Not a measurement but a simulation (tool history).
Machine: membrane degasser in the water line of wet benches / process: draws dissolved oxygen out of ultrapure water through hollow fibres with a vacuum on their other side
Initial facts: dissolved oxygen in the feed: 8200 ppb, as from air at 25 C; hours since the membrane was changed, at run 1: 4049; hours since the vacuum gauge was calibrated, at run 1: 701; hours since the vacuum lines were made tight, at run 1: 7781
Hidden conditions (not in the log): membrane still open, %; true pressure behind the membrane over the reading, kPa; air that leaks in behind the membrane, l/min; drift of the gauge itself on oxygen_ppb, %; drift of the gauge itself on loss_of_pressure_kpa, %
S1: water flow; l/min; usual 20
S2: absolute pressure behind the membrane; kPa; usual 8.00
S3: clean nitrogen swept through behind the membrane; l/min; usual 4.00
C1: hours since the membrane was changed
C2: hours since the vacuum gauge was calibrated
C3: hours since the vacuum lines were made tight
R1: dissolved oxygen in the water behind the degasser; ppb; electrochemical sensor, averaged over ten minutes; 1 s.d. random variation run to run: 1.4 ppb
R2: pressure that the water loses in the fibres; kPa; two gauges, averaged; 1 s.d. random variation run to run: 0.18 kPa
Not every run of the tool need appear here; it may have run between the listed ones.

run 1 hour=0.0 | S1=20 S2=8.00 S3=4.00 | C1=4049 C2=701 C3=7781 | R1=150.4 R2=35.30
run 2 hour=68.9 | S1=20 S2=8.00 S3=4.00 | C1=4118 C2=770 C3=7850 | R1=148.5 R2=34.97
-- hour=85.7 seals of the vacuum lines changed
run 3 hour=135.3 | S1=20 S2=8.00 S3=4.00 | C1=4183 C2=835 C3=50 | R1=146.3 R2=34.78
run 4 hour=222.6 | S1=20 S2=8.00 S3=4.00 | C1=4270 C2=922 C3=137 | R1=147.9 R2=34.78
run 5 hour=307.2 | S1=20 S2=8.00 S3=4.00 | C1=4355 C2=1006 C3=222 | R1=148.5 R2=34.96
run 6 hour=388.3 | S1=20 S2=8.00 S3=4.00 | C1=4436 C2=1088 C3=303 | R1=151.9 R2=34.89
run 7 hour=482.6 | S1=20 S2=8.00 S3=4.00 | C1=4530 C2=1182 C3=397 | R1=146.6 R2=34.89
run 8 hour=567.3 | S1=29 S2=8.00 S3=4.00 | C1=4615 C2=1267 C3=482 | R1=284.9 R2=50.67
run 9 hour=624.9 | S1=29 S2=8.00 S3=4.00 | C1=4672 C2=1324 C3=539 | R1=283.2 R2=51.09
-- hour=633.3 vacuum gauge calibrated
run 10 hour=690.2 | S1=29 S2=8.00 S3=4.00 | C1=4737 C2=57 C3=604 | R1=290.9 R2=50.33
run 11 hour=766.9 | S1=20 S2=8.00 S3=5.85 | C1=4814 C2=134 C3=681 | R1=130.4 R2=34.87
run 12 hour=822.0 | S1=20 S2=8.00 S3=5.14 | C1=4869 C2=189 C3=736 | R1=137.7 R2=35.07
run 13 hour=906.2 | S1=30 S2=8.00 S3=5.14 | C1=4953 C2=273 C3=820 | R1=287.9 R2=52.57
run 14 hour=990.1 | S1=18 S2=8.00 S3=4.00 | C1=5037 C2=357 C3=904 | R1=126.3 R2=31.57
run 15 hour=1075.1 | S1=18 S2=6.12 S3=4.00 | C1=5122 C2=442 C3=989 | R1=106.2 R2=31.51
run 16 hour=1181.7 | S1=18 S2=6.12 S3=4.00 | C1=5229 C2=548 C3=1095 | R1=104.0 R2=31.53
run 17 hour=1263.0 | S1=24 S2=17.31 S3=2.51 | C1=5310 C2=630 C3=1177 | R1=439.3 R2=42.06
-- hour=1327.8 vacuum gauge calibrated, once more
run 18 hour=1341.4 | S1=30 S2=17.52 S3=2.44 | C1=5388 C2=14 C3=1255 | R1=602.4 R2=52.91
run 19 hour=1431.9 | S1=30 S2=17.52 S3=2.44 | C1=5478 C2=104 C3=1345 | R1=599.0 R2=53.14
run 20 hour=1483.7 | S1=26 S2=17.52 S3=2.44 | C1=5530 C2=156 C3=1397 | R1=501.6 R2=45.72
run 21 hour=1578.2 | S1=16 S2=9.22 S3=8.90 | C1=5625 C2=250 C3=1491 | R1=83.1 R2=28.43
run 22 hour=1645.9 | S1=16 S2=6.49 S3=8.90 | C1=5692 C2=318 C3=1559 | R1=68.4 R2=28.32
run 23 hour=1698.5 | S1=20 S2=8.00 S3=1.72 | C1=5745 C2=371 C3=1612 | R1=220.7 R2=35.42
run 24 hour=1811.3 | S1=30 S2=15.18 S3=5.73 | C1=5858 C2=484 C3=1725 | R1=373.4 R2=53.27
run 25 hour=1909.5 | S1=30 S2=15.18 S3=1.76 | C1=5956 C2=582 C3=1823 | R1=645.6 R2=53.51
run 26 hour=2008.4 | S1=15 S2=11.08 S3=1.64 | C1=6055 C2=681 C3=1922 | R1=210.1 R2=26.58
run 27 hour=2079.8 | S1=15 S2=11.08 S3=1.64 | C1=6126 C2=752 C3=1993 | R1=218.2 R2=26.10
run 28 hour=2134.3 | S1=15 S2=11.08 S3=1.64 | C1=6181 C2=807 C3=2048 | R1=215.0 R2=26.36
run 29 hour=2229.3 | S1=21 S2=17.97 S3=2.50 | C1=6276 C2=902 C3=2143 | R1=391.8 R2=37.13
run 30 hour=2276.0 | S1=20 S2=10.59 S3=4.00 | C1=6323 C2=948 C3=2189 | R1=187.7 R2=35.52
run 31 hour=2354.8 | S1=18 S2=5.17 S3=6.36 | C1=6401 C2=1027 C3=2268 | R1=87.4 R2=31.97

Take each entry between the runs: how does the hidden state at the last listed run before it differ from the hidden state at the first listed run after it?
Runs 2 to 3: seals of the vacuum lines changed (hour 85.7)
  air that leaks in behind the membrane, l/min: 0.0266 -> 0.0016
  measured value less the no-hidden-state value, R1: +13.1 -> +11.2 ppb; R2: +0.97 -> +0.98 kPa
Runs 9 to 10: vacuum gauge calibrated (hour 633.3)
  true pressure behind the membrane over the reading, kPa: 0.06 -> 0.1; air that leaks in behind the membrane, l/min: 0.0031 -> 0.0032
  measured value less the no-hidden-state value, R1: +23.7 -> +25.4 ppb; R2: +1.61 -> +1.61 kPa
Runs 17 to 18: vacuum gauge calibrated, once more (hour 1327.8)
  true pressure behind the membrane over the reading, kPa: 0.13 -> 0.03; air that leaks in behind the membrane, l/min: 0.005 -> 0.0053
  measured value less the no-hidden-state value, R1: +21.8 -> +27.8 ppb; R2: +1.51 -> +1.91 kPa
